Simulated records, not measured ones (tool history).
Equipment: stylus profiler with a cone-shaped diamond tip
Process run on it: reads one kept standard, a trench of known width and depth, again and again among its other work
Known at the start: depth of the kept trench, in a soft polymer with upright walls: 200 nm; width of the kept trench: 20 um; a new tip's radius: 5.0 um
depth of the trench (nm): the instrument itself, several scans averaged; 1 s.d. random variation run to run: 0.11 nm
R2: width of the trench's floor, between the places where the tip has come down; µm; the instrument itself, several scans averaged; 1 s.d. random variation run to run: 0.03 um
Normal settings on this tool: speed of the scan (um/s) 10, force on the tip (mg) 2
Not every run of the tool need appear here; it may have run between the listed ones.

{"run": 1, "hour": 0.0, "speed of the scan (um/s)": 10, "force on the tip (mg)": 2, "depth of the trench (nm)": 201.48, "R2": 17.06}
{"run": 2, "hour": 42.1, "speed of the scan (um/s)": 10, "force on the tip (mg)": 2, "depth of the trench (nm)": 201.45, "R2": 17.05}
{"run": 3, "hour": 116.0, "speed of the scan (um/s)": 29, "force on the tip (mg)": 2, "depth of the trench (nm)": 201.36, "R2": 17.01}
{"run": 4, "hour": 183.1, "speed of the scan (um/s)": 29, "force on the tip (mg)": 2, "depth of the trench (nm)": 201.2, "R2": 17}
{"run": 5, "hour": 256.8, "speed of the scan (um/s)": 29, "force on the tip (mg)": 2, "depth of the trench (nm)": 201.42, "R2": 16.99}
{"run": 6, "hour": 306.5, "speed of the scan (um/s)": 29, "force on the tip (mg)": 2, "depth of the trench (nm)": 201.26, "R2": 16.97}
{"run": 7, "hour": 343.2, "speed of the scan (um/s)": 29, "force on the tip (mg)": 2, "depth of the trench (nm)": 201.31, "R2": 16.97}
{"run": 8, "hour": 390.9, "speed of the scan (um/s)": 29, "force on the tip (mg)": 2, "depth of the trench (nm)": 201.46, "R2": 16.95}
{"run": 9, "hour": 437.9, "speed of the scan (um/s)": 29, "force on the tip (mg)": 2, "depth of the trench (nm)": 201.32, "R2": 16.93}
{"run": 10, "hour": 472.6, "speed of the scan (um/s)": 10, "force on the tip (mg)": 2, "depth of the trench (nm)": 201.21, "R2": 16.96}
{"run": 11, "hour": 521.5, "speed of the scan (um/s)": 32, "force on the tip (mg)": 1.5, "depth of the trench (nm)": 200.93, "R2": 16.8}
{"run": 12, "hour": 573.8, "speed of the scan (um/s)": 3, "force on the tip (mg)": 1.5, "depth of the trench (nm)": 200.75, "R2": 16.97}
{"run": 13, "hour": 613.6, "speed of the scan (um/s)": 10, "force on the tip (mg)": 0.9, "depth of the trench (nm)": 200.57, "R2": 16.98}
{"run": 14, "hour": 658.3, "speed of the scan (um/s)": 22, "force on the tip (mg)": 3.79, "depth of the trench (nm)": 201.98, "R2": 16.95}
{"run": 15, "hour": 693.3, "speed of the scan (um/s)": 22, "force on the tip (mg)": 3.79, "depth of the trench (nm)": 202.06, "R2": 16.92}
{"run": 16, "hour": 740.6, "speed of the scan (um/s)": 19, "force on the tip (mg)": 4.82, "depth of the trench (nm)": 202.37, "R2": 16.94}
{"run": 17, "hour": 772.6, "speed of the scan (um/s)": 19, "force on the tip (mg)": 4.82, "depth of the trench (nm)": 202.26, "R2": 16.88}
{"run": 18, "hour": 812.7, "speed of the scan (um/s)": 9, "force on the tip (mg)": 3.79, "depth of the trench (nm)": 202.11, "R2": 16.93}
{"run": 19, "hour": 875.6, "speed of the scan (um/s)": 9, "force on the tip (mg)": 3.79, "depth of the trench (nm)": 202.02, "R2": 16.95}
{"run": 20, "hour": 910.1, "speed of the scan (um/s)": 16, "force on the tip (mg)": 2, "depth of the trench (nm)": 201.2, "R2": 16.92}

Branching from run 20: 4 alternative next runs. What would each branch give?
{"run": "A", "hour": 983.9, "speed of the scan (um/s)": 11, "force on the tip (mg)": 2.22, "depth of the trench (nm)": "?", "R2": "?"}
{"run": "B", "hour": 983.9, "speed of the scan (um/s)": 37, "force on the tip (mg)": 2, "depth of the trench (nm)": "?", "R2": "?"}
{"run": "C", "hour": 983.9, "speed of the scan (um/s)": 30, "force on the tip (mg)": 3.96, "depth of the trench (nm)": "?", "R2": "?"}
{"run": "D", "hour": 983.9, "speed of the scan (um/s)": 15, "force on the tip (mg)": 4.37, "depth of the trench (nm)": "?", "R2": "?"}

run=A depth_of_the_trench_(nm)=201.27 R2=16.96
run=B depth_of_the_trench_(nm)=201 R2=16.82
run=C depth_of_the_trench_(nm)=202 R2=16.87
run=D depth_of_the_trench_(nm)=202.12 R2=16.85
The same runs, with their run-to-run variation unchanged, on a tool lacking any hidden condition would have given:
run=A depth_of_the_trench_(nm)=201.77 R2=17.22
run=B depth_of_the_trench_(nm)=201.5 R2=17.08
run=C depth_of_the_trench_(nm)=202.51 R2=17.14
run=D depth_of_the_trench_(nm)=202.62 R2=17.11
